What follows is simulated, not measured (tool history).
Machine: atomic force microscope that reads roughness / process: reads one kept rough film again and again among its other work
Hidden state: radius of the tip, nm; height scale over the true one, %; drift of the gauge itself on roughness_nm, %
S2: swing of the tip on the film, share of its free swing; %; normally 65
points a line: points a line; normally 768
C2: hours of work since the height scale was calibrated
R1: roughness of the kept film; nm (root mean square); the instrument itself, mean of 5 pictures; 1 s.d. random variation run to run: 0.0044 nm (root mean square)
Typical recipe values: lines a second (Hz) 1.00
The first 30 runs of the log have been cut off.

Run 31, day 17.912: usual settings but lines a second (Hz) 2.88, S2 55 %, points a line 357; pictures with this tip 208; C2 481. Result: R1 1.834 nm (root mean square).
Run 32, day 18.296: usual settings but points a line 491; pictures with this tip 228; C2 488. Result: R1 1.859 nm (root mean square).
Run 33, day 18.829: usual settings but points a line 491; pictures with this tip 255; C2 498. Result: R1 1.859 nm (root mean square).
Run 34, day 19.271: usual settings but points a line 847; pictures with this tip 278; C2 506. Result: R1 1.866 nm (root mean square).
Run 35, day 19.900: usual settings but lines a second (Hz) 0.85, S2 57 %, points a line 687; pictures with this tip 310; C2 518. Result: R1 1.895 nm (root mean square).
Run 36, day 20.733: usual settings but lines a second (Hz) 3.15, S2 57 %, points a line 652; pictures with this tip 352; C2 533. Result: R1 1.805 nm (root mean square).
At day 21.204: new tip fitted.
Run 37, day 21.392: usual settings but lines a second (Hz) 1.24, points a line 616; pictures with this tip 9; C2 545. Result: R1 1.850 nm (root mean square).
Run 38, day 21.933: usual settings but points a line 618; pictures with this tip 37; C2 555. Result: R1 1.872 nm (root mean square).
Run 39, day 22.346: usual settings but lines a second (Hz) 0.96, S2 57 %, points a line 618; pictures with this tip 58; C2 563. Result: R1 1.893 nm (root mean square).
Run 40, day 22.888: usual settings but lines a second (Hz) 0.89, points a line 553; pictures with this tip 86; C2 573. Result: R1 1.876 nm (root mean square).
Run 41, day 23.533: usual settings but S2 83 %; pictures with this tip 118; C2 584. Result: R1 1.759 nm (root mean square).
Run 42, day 24.325: usual settings but lines a second (Hz) 1.88, S2 69 %, points a line 533; pictures with this tip 159; C2 599. Result: R1 1.777 nm (root mean square).

Each row is a separate what-if for the run after 42, all from the same tool condition, not one after another. Results?
Run A, day 24.954: usual settings but lines a second (Hz) 2.58, S2 69 %, points a line 533; pictures with this tip 191; C2 611. Result: R1 ?.
Run B, day 24.954: usual settings but lines a second (Hz) 3.65, S2 69 %, points a line 533; pictures with this tip 191; C2 611. Result: R1 ?.
Run C, day 24.954: usual settings but lines a second (Hz) 0.77, S2 68 %; pictures with this tip 191; C2 611. Result: R1 ?.
Run D, day 24.954: usual settings but lines a second (Hz) 0.80, S2 74 %, points a line 651; pictures with this tip 191; C2 611. Result: R1 ?.
Run E, day 24.954: usual settings but lines a second (Hz) 1.01, S2 70 %, points a line 533; pictures with this tip 191; C2 611. Result: R1 ?.

run     R1
  A  1.721
  B  1.642
  C  1.871
  D  1.835
  E  1.842
Without the tool's unlogged condition, the same runs would have read:
run     R1
  A  1.722
  B  1.644
  C  1.873
  D  1.837
  E  1.844
